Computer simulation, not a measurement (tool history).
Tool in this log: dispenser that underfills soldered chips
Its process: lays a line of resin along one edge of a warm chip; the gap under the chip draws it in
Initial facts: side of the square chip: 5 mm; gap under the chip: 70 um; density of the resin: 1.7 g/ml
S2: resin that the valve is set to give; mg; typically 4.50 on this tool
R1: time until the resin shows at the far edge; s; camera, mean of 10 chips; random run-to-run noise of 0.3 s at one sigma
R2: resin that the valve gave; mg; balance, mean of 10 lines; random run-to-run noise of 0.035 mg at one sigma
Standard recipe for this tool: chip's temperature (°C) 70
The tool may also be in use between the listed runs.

run 1 hour=0.0 | chip's_temperature_(°C)=70 S2=4.50 | R1=6.8 R2=4.27
-- hour=3.9 new syringe of resin
run 2 hour=5.1 | chip's_temperature_(°C)=70 S2=4.50 | R1=5.1 R2=4.32
run 3 hour=9.4 | chip's_temperature_(°C)=70 S2=4.48 | R1=7.1 R2=4.25
-- hour=13.9 new syringe of resin
run 4 hour=13.9 | chip's_temperature_(°C)=70 S2=4.50 | R1=5.6 R2=4.26
run 5 hour=17.4 | chip's_temperature_(°C)=78 S2=4.50 | R1=4.2 R2=4.27
run 6 hour=21.8 | chip's_temperature_(°C)=78 S2=4.50 | R1=4.8 R2=4.31
-- hour=23.9 new syringe of resin
run 7 hour=26.7 | chip's_temperature_(°C)=78 S2=3.81 | R1=4.7 R2=3.56
run 8 hour=31.4 | chip's_temperature_(°C)=60 S2=4.50 | R1=13.2 R2=4.21
-- hour=33.8 new syringe of resin
run 9 hour=35.9 | chip's_temperature_(°C)=70 S2=4.68 | R1=6.0 R2=4.43
run 10 hour=39.4 | chip's_temperature_(°C)=58 S2=4.50 | R1=13.5 R2=4.19
run 11 hour=42.9 | chip's_temperature_(°C)=55 S2=4.50 | R1=19.0 R2=4.25
-- hour=43.8 new syringe of resin
run 12 hour=47.4 | chip's_temperature_(°C)=70 S2=4.50 | R1=6.5 R2=4.21
run 13 hour=50.7 | chip's_temperature_(°C)=70 S2=4.50 | R1=7.2 R2=4.13
-- hour=53.8 new syringe of resin
run 14 hour=55.8 | chip's_temperature_(°C)=70 S2=5.21 | R1=6.1 R2=4.80
run 15 hour=59.7 | chip's_temperature_(°C)=70 S2=5.21 | R1=7.1 R2=4.84
run 16 hour=62.3 | chip's_temperature_(°C)=70 S2=5.21 | R1=8.5 R2=4.78
-- hour=63.8 new syringe of resin
run 17 hour=64.7 | chip's_temperature_(°C)=73 S2=4.50 | R1=5.0 R2=4.14
run 18 hour=67.5 | chip's_temperature_(°C)=70 S2=5.66 | R1=6.4 R2=5.16
run 19 hour=69.8 | chip's_temperature_(°C)=70 S2=5.66 | R1=7.2 R2=5.19
-- hour=73.7 new syringe of resin
run 20 hour=73.7 | chip's_temperature_(°C)=84 S2=3.93 | R1=2.7 R2=3.54
run 21 hour=76.2 | chip's_temperature_(°C)=60 S2=4.50 | R1=10.4 R2=4.03
run 22 hour=78.2 | chip's_temperature_(°C)=56 S2=5.81 | R1=13.8 R2=5.26
run 23 hour=81.5 | chip's_temperature_(°C)=73 S2=4.29 | R1=6.2 R2=3.91
-- hour=83.6 new syringe of resin
run 24 hour=86.7 | chip's_temperature_(°C)=66 S2=4.88 | R1=7.8 R2=4.35
run 25 hour=90.8 | chip's_temperature_(°C)=66 S2=4.88 | R1=9.7 R2=4.35
-- hour=93.8 new syringe of resin
run 26 hour=96.0 | chip's_temperature_(°C)=66 S2=4.88 | R1=7.1 R2=4.37
run 27 hour=99.1 | chip's_temperature_(°C)=66 S2=4.88 | R1=9.4 R2=4.34
run 28 hour=101.6 | chip's_temperature_(°C)=66 S2=4.88 | R1=10.2 R2=4.35
-- hour=103.8 new syringe of resin
run 29 hour=105.5 | chip's_temperature_(°C)=72 S2=5.58 | R1=4.9 R2=4.94
run 30 hour=109.3 | chip's_temperature_(°C)=85 S2=4.18 | R1=3.7 R2=3.70
run 31 hour=111.9 | chip's_temperature_(°C)=85 S2=4.18 | R1=4.3 R2=3.67
-- hour=113.8 new syringe of resin
run 32 hour=116.9 | chip's_temperature_(°C)=85 S2=4.18 | R1=3.2 R2=3.62
run 33 hour=121.7 | chip's_temperature_(°C)=75 S2=4.02 | R1=7.3 R2=3.59
-- hour=123.9 new syringe of resin
run 34 hour=124.2 | chip's_temperature_(°C)=75 S2=4.02 | R1=3.9 R2=3.53
run 35 hour=128.2 | chip's_temperature_(°C)=70 S2=4.59 | R1=6.6 R2=3.95
run 36 hour=132.9 | chip's_temperature_(°C)=81 S2=4.76 | R1=4.6 R2=4.19
-- hour=134.0 new syringe of resin
-- hour=135.0 dispensing valve cleaned and set on the balance
run 37 hour=137.6 | chip's_temperature_(°C)=84 S2=4.50 | R1=3.0 R2=4.51

Forecast each of these 3 alternatives for the next run:
run A hour=139.8 | chip's_temperature_(°C)=70 S2=4.40 | R1=? R2=?
run B hour=139.8 | chip's_temperature_(°C)=63 S2=4.50 | R1=? R2=?
run C hour=139.8 | chip's_temperature_(°C)=70 S2=3.93 | R1=? R2=?

run=A R1=6.9 R2=4.37
run=B R1=10.1 R2=4.50
run=C R1=6.7 R2=3.94
With no hidden state in the tool, these same runs would have given:
run=A R1=4.9 R2=4.39
run=B R1=7.1 R2=4.52
run=C R1=4.6 R2=3.95
